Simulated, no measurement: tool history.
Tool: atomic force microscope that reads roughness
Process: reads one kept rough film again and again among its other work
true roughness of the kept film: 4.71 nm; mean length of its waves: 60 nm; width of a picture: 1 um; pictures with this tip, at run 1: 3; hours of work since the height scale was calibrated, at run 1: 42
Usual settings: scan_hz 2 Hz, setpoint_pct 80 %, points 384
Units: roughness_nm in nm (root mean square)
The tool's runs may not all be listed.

run,day,scan_hz,setpoint_pct,points,pictures with this tip,hours of work since the height scale was calibrated,roughness_nm
1,0,2,80,384,3,42,3.742
2,0.442,2,80,384,14,46,3.768
3,0.683,2,74,384,19,49,3.924
4,1.05,2,80,384,28,52,3.705
5,1.329,2,80,384,35,55,3.704
6,1.667,2,80,384,43,58,3.661
7,2.096,3.76,80,384,53,63,3.192
8,2.396,2,80,384,60,66,3.675
9,2.592,3.18,80,384,65,68,3.32
10,3.017,3.18,80,384,75,72,3.298
11,3.388,3.18,80,384,84,76,3.315
12,3.696,3.18,80,384,91,79,3.276
13,3.946,2,61,384,97,81,4.047
14,4.321,2,61,384,106,85,4.062
15,4.538,2,61,384,112,87,4.008
16,4.888,2,73,384,120,91,3.743
17,5.108,2,74,384,125,93,3.744
18,5.488,0.73,80,384,134,97,3.96
19,5.808,0.73,80,384,142,100,3.958
20,6.096,2,80,384,149,103,3.495
# day 6.158: height scale calibrated on a step standard
21,6.346,2,65,384,154,2,3.849
22,6.579,0.76,80,517,159,4,3.868
23,6.867,2,61,384,166,7,3.908
24,7.238,1.87,75,277,175,11,3.608
25,7.571,3.07,79,384,183,14,3.197
26,7.754,0.83,69,317,188,16,3.996
27,8.175,0.83,69,317,198,20,3.927
28,8.617,0.83,82,791,208,25,3.761
# day 8.7: height scale calibrated on a step standard, once more
29,8.912,0.83,72,791,214,2,3.881
30,9.25,0.83,72,791,222,6,3.874
31,9.567,1.4,67,548,230,9,3.832
32,9.817,1.4,67,548,236,11,3.795
33,10.25,1.4,67,548,246,16,3.778
34,10.454,1.4,67,259,251,18,3.775
# day 10.654: new tip fitted
35,10.712,1.35,80,937,2,20,4.02
36,11.125,1.35,62,937,12,24,4.277
37,11.546,2.28,80,384,22,28,3.65
38,11.9,1.33,56,314,30,32,4.3
39,12.246,1.52,60,433,39,35,4.282
40,12.462,2,68,358,44,38,4.003
41,12.854,0.76,88,335,53,41,3.991
42,13.25,1.08,73,335,63,45,4.079

Measured less the same run without the tool's hidden state. The same run-to-run variation is in both; the gauge's scatter may not be:
The hidden state here: radius of the tip, nm; height scale over the true one, %; drift of the gauge itself on roughness_nm, %.
run,roughness_nm
1,-0.02
2,-0.042
3,-0.052
4,-0.066
5,-0.078
6,-0.091
7,-0.095
8,-0.122
9,-0.118
10,-0.133
11,-0.148
12,-0.159
13,-0.206
14,-0.223
15,-0.232
16,-0.229
17,-0.238
18,-0.27
19,-0.286
20,-0.264
21,-0.303
22,-0.313
23,-0.33
24,-0.321
25,-0.295
26,-0.38
27,-0.393
28,-0.396
29,-0.411
30,-0.425
31,-0.434
32,-0.443
33,-0.46
34,-0.469
35,-0.015
36,-0.034
37,-0.046
38,-0.07
39,-0.087
40,-0.09
41,-0.106
42,-0.128
